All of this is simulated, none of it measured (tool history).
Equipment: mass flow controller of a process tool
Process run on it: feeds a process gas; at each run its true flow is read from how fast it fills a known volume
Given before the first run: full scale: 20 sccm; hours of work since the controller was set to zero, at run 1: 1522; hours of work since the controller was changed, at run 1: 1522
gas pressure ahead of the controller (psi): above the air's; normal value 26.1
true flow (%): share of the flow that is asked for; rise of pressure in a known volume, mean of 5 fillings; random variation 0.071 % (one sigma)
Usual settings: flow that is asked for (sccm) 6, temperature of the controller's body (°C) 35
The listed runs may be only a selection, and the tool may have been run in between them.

run	hour	flow that is asked for (sccm)	gas pressure ahead of the controller (psi)	temperature of the controller's body (°C)	hours of work since the controller was set to zero	hours of work since the controller was changed	true flow (%)
1	0.0	6	26.1	35	1522	1522	99.52
2	76.4	6	26.1	35	1571	1571	99.39
3	111.9	6	26.1	35	1593	1593	99.28
4	177.4	6	26.1	35	1635	1635	99.14
5	251.7	6	26.1	29	1683	1683	98.43
6	287.2	4	26.1	29	1706	1706	98.36
7	349.7	6	26.1	35	1746	1746	99.04
8	426.2	6	26.1	35	1795	1795	98.91
9	497.9	6	26.1	35	1840	1840	98.69
10	565.5	6	26.1	35	1884	1884	98.66
11	630.0	6	26.1	35	1925	1925	98.49
12	680.1	6	26.1	23	1957	1957	97.37
13	730.4	6	26.1	23	1989	1989	97.19
14	771.5	6	26.1	23	2016	2016	97.08
15	849.2	6	26.1	23	2065	2065	97.10
16	923.1	6	26.1	23	2113	2113	96.96
17	973.2	6	26.1	23	2145	2145	96.91
18	1024.1	6	26.1	23	2177	2177	96.90
19	1099.8	10	26.1	35	2226	2226	98.23
20	1165.7	6	26.1	35	2268	2268	97.60
21	1244.2	4	21.9	22	2318	2318	96.43
22	1298.6	4	21.9	22	2353	2353	96.31
23	1335.6	4	21.9	22	2377	2377	96.19
24	1407.3	4	33.2	31	2423	2423	96.33
# hour 1425.9: gauge calibrated
25	1459.6	10	37.9	27	2456	2456	98.50
26	1501.6	10	37.9	27	2483	2483	98.57
27	1584.6	8	21.8	20	2536	2536	98.29
28	1664.6	6	26.5	34	2587	2587	98.96
29	1742.9	11	26.1	30	2638	2638	99.07
30	1796.0	11	26.1	30	2672	2672	98.92
31	1857.7	11	26.1	30	2711	2711	98.93
32	1912.6	11	26.1	30	2746	2746	98.77
33	1992.7	3	33.1	32	2798	2798	97.60
34	2037.6	3	33.1	32	2826	2826	97.62
35	2094.7	11	26.4	27	2863	2863	98.29
36	2130.5	11	26.4	27	2886	2886	98.20
37	2171.7	11	26.4	27	2912	2912	98.03
38	2240.0	10	26.4	22	2956	2956	97.43
39	2305.5	3	26.1	21	2998	2998	96.51

What differs in the tool's unlogged condition from the final listed run ahead of each entry between runs to the first listed run following it?
Run 24 -> run 25: gauge calibrated (hour 1425.9)
  drift of the gauge itself on true_pct, %: -2.28 -> -0.05
  measured result minus the result with no hidden state, true flow (%): -2.25 -> -0.05
